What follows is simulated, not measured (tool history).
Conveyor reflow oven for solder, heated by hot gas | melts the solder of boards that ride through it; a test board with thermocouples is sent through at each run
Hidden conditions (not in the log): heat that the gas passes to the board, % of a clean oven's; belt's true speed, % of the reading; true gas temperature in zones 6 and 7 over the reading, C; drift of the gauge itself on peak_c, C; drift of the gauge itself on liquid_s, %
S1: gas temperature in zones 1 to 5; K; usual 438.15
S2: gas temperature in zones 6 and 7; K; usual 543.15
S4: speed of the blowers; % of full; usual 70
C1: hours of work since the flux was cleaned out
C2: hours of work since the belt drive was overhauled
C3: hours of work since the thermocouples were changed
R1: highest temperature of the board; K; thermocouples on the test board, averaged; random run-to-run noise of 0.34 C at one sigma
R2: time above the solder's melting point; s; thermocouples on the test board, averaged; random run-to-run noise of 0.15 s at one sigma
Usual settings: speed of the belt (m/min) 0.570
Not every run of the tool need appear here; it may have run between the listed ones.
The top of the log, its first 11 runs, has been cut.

run 12 hour=193.8 | S1=438.15 S2=543.15 speed_of_the_belt_(m/min)=0.570 S4=70 | C1=157 C2=125 C3=343 | R1=531.85 R2=49.8
run 13 hour=219.7 | S1=438.15 S2=543.15 speed_of_the_belt_(m/min)=0.570 S4=70 | C1=171 C2=139 C3=356 | R1=532.15 R2=49.9
run 14 hour=233.8 | S1=438.15 S2=543.15 speed_of_the_belt_(m/min)=0.570 S4=70 | C1=179 C2=146 C3=364 | R1=531.45 R2=49.8
run 15 hour=246.3 | S1=438.15 S2=543.15 speed_of_the_belt_(m/min)=0.570 S4=70 | C1=185 C2=153 C3=370 | R1=532.45 R2=49.7
run 16 hour=259.7 | S1=446.15 S2=543.15 speed_of_the_belt_(m/min)=0.570 S4=70 | C1=192 C2=160 C3=377 | R1=532.85 R2=52.4
run 17 hour=277.1 | S1=438.15 S2=543.15 speed_of_the_belt_(m/min)=0.479 S4=50 | C1=202 C2=169 C3=387 | R1=532.55 R2=60.5
run 18 hour=291.7 | S1=438.15 S2=543.15 speed_of_the_belt_(m/min)=0.479 S4=50 | C1=209 C2=177 C3=394 | R1=532.95 R2=60.5
run 19 hour=316.6 | S1=438.15 S2=543.15 speed_of_the_belt_(m/min)=0.479 S4=50 | C1=222 C2=190 C3=408 | R1=533.05 R2=60.4
run 20 hour=333.8 | S1=438.15 S2=543.15 speed_of_the_belt_(m/min)=0.479 S4=50 | C1=231 C2=199 C3=417 | R1=532.95 R2=60.5
run 21 hour=355.5 | S1=438.15 S2=542.15 speed_of_the_belt_(m/min)=0.559 S4=80 | C1=243 C2=211 C3=428 | R1=532.55 R2=51.8
run 22 hour=368.0 | S1=436.15 S2=531.15 speed_of_the_belt_(m/min)=0.474 S4=85 | C1=250 C2=217 C3=435 | R1=525.15 R2=58.5
-- hour=375.2 flux residue cleaned out of gas plates and filters
run 23 hour=399.1 | S1=435.15 S2=549.15 speed_of_the_belt_(m/min)=0.589 S4=89 | C1=13 C2=231 C3=449 | R1=539.15 R2=51.2
run 24 hour=421.9 | S1=435.15 S2=549.15 speed_of_the_belt_(m/min)=0.589 S4=89 | C1=25 C2=243 C3=461 | R1=539.15 R2=51.5
run 25 hour=446.9 | S1=426.15 S2=556.15 speed_of_the_belt_(m/min)=0.534 S4=63 | C1=38 C2=256 C3=474 | R1=543.65 R2=56.0
run 26 hour=472.5 | S1=449.15 S2=545.15 speed_of_the_belt_(m/min)=0.534 S4=60 | C1=52 C2=270 C3=487 | R1=534.95 R2=57.9
run 27 hour=495.3 | S1=435.15 S2=545.15 speed_of_the_belt_(m/min)=0.521 S4=60 | C1=64 C2=282 C3=500 | R1=534.45 R2=55.4
run 28 hour=514.1 | S1=435.15 S2=545.15 speed_of_the_belt_(m/min)=0.521 S4=60 | C1=74 C2=292 C3=509 | R1=534.25 R2=55.5
run 29 hour=540.4 | S1=435.15 S2=545.15 speed_of_the_belt_(m/min)=0.521 S4=60 | C1=87 C2=306 C3=523 | R1=533.85 R2=55.6
run 30 hour=563.2 | S1=435.15 S2=545.15 speed_of_the_belt_(m/min)=0.521 S4=89 | C1=99 C2=318 C3=535 | R1=537.85 R2=58.1
run 31 hour=580.5 | S1=429.15 S2=545.15 speed_of_the_belt_(m/min)=0.482 S4=69 | C1=109 C2=327 C3=545 | R1=536.45 R2=60.6

Predict each of these 4 candidate next runs independently; none follows another, all start after run 31:
run A hour=603.5 | S1=438.15 S2=532.15 speed_of_the_belt_(m/min)=0.463 S4=89 | C1=121 C2=339 C3=557 | R1=? R2=?
run B hour=603.5 | S1=451.15 S2=545.15 speed_of_the_belt_(m/min)=0.482 S4=87 | C1=121 C2=339 C3=557 | R1=? R2=?
run C hour=603.5 | S1=429.15 S2=545.15 speed_of_the_belt_(m/min)=0.482 S4=69 | C1=121 C2=339 C3=557 | R1=? R2=?
run D hour=603.5 | S1=429.15 S2=534.15 speed_of_the_belt_(m/min)=0.482 S4=64 | C1=121 C2=339 C3=557 | R1=? R2=?

run=A R1=527.05 R2=62.4
run=B R1=539.45 R2=68.1
run=C R1=536.95 R2=60.5
run=D R1=525.35 R2=54.4
The same runs, with their run-to-run variation unchanged, on a tool lacking any hidden condition would have given:
run=A R1=528.45 R2=62.8
run=B R1=540.85 R2=68.1
run=C R1=538.25 R2=60.8
run=D R1=526.65 R2=54.9

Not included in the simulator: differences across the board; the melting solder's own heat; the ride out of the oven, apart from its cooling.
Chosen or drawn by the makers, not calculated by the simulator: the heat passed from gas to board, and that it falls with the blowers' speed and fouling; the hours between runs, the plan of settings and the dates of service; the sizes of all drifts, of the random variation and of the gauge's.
